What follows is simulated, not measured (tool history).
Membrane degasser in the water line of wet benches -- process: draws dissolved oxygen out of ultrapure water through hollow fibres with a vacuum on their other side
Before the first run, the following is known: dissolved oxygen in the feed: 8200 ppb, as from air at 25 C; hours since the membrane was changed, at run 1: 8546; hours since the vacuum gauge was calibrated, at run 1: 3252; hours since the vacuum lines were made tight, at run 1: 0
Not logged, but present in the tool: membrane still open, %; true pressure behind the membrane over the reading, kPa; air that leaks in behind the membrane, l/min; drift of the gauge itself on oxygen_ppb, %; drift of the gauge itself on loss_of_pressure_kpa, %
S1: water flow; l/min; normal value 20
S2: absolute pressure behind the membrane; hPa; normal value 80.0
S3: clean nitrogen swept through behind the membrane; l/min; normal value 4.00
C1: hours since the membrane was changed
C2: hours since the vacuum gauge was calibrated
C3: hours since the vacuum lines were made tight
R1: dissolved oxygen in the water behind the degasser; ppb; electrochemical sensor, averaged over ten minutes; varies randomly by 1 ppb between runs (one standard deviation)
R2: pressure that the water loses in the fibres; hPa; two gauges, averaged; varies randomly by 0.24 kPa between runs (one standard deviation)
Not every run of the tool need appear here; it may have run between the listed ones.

Run 1, hour 0.0: usual settings; C1 8546; C2 3252; C3 0. Result: R1 109.1 ppb, R2 651.8 hPa.
Run 2, hour 225.5: usual settings; C1 8771; C2 3477; C3 226. Result: R1 108.7 ppb, R2 650.9 hPa.
At hour 359.4: vacuum gauge calibrated.
Run 3, hour 531.3: usual settings; C1 9077; C2 172; C3 531. Result: R1 106.0 ppb, R2 649.4 hPa.
Run 4, hour 732.4: usual settings but S3 2.09 l/min; C1 9278; C2 373; C3 732. Result: R1 156.7 ppb, R2 647.0 hPa.
Run 5, hour 892.3: usual settings but S2 108.9 hPa; C1 9438; C2 533; C3 892. Result: R1 140.1 ppb, R2 650.9 hPa.
Run 6, hour 1107.0: usual settings; C1 9652; C2 748; C3 1107. Result: R1 110.8 ppb, R2 646.4 hPa.
Run 7, hour 1349.8: usual settings; C1 9895; C2 990; C3 1349. Result: R1 109.5 ppb, R2 655.1 hPa.

Run 8 has not been measured yet. What should we expect?
Run 8, hour 1505.8: usual settings but S1 16 l/min, S2 98.9 hPa, S3 5.49 l/min; C1 10051; C2 1146; C3 1505. Result: R1 ?, R2 ?.

Run 8 gave R1 68.7 ppb, R2 519.4 hPa.
The same run, on a tool lacking any hidden state, would have yielded R1 64.0 ppb, R2 500.5 hPa.
